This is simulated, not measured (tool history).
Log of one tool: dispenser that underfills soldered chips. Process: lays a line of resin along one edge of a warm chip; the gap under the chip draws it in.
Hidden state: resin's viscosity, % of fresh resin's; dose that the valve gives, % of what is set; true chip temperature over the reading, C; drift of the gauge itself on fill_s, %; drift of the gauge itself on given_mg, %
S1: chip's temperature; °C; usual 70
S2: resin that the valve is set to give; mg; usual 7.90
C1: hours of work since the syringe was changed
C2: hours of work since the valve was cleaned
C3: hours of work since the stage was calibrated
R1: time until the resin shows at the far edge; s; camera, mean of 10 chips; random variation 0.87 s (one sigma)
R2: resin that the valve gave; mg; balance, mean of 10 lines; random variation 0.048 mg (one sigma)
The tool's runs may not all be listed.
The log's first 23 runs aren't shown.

| run | hour | S1 | S2 | C1 | C2 | C3 | R1 | R2 |
|---|---|---|---|---|---|---|---|---|
| 24 | 82.4 | 80 | 8.29 | 8 | 37 | 151 | 75.8 | 8.01 |
|  | 85.4 | new syringe of resin |
| 25 | 87.0 | 80 | 8.29 | 1 | 39 | 154 | 59.7 | 8.02 |
| 26 | 90.3 | 56 | 8.02 | 3 | 42 | 156 | 164.9 | 7.77 |
| 27 | 92.3 | 63 | 7.27 | 5 | 43 | 157 | 132.9 | 7.03 |
| 28 | 96.0 | 60 | 9.82 | 7 | 45 | 160 | 157.1 | 9.41 |
|  | 99.6 | dispensing valve cleaned and set on the balance |
| 29 | 99.6 | 63 | 7.10 | 9 | 0 | 162 | 152.4 | 7.02 |
|  | 101.9 | new syringe of resin |
| 30 | 103.6 | 67 | 7.83 | 1 | 2 | 164 | 97.9 | 7.77 |
| 31 | 108.1 | 61 | 10.08 | 4 | 5 | 167 | 134.0 | 10.07 |
| 32 | 111.3 | 61 | 10.08 | 6 | 8 | 169 | 145.3 | 9.90 |
| 33 | 116.0 | 70 | 9.64 | 9 | 11 | 172 | 112.4 | 9.57 |
|  | 117.2 | new syringe of resin |
| 34 | 118.8 | 82 | 7.99 | 1 | 12 | 174 | 55.0 | 7.96 |
| 35 | 122.4 | 64 | 9.84 | 3 | 15 | 177 | 117.8 | 9.62 |

Forecast each of these 3 alternatives for the next run:
| A | 125.2 | 57 | 7.65 | 5 | 17 | 178 | ? | ? |
| B | 125.2 | 60 | 7.26 | 5 | 17 | 178 | ? | ? |
| C | 125.2 | 81 | 9.44 | 5 | 17 | 178 | ? | ? |

| run | R1 | R2 |
|---|---|---|
| A | 171.5 | 7.50 |
| B | 153.8 | 7.07 |
| C | 67.0 | 9.31 |
Without the tool's hidden state the same runs would have given:
| run | R1 | R2 |
|---|---|---|
| A | 136.5 | 7.62 |
| B | 122.4 | 7.18 |
| C | 53.8 | 9.46 |

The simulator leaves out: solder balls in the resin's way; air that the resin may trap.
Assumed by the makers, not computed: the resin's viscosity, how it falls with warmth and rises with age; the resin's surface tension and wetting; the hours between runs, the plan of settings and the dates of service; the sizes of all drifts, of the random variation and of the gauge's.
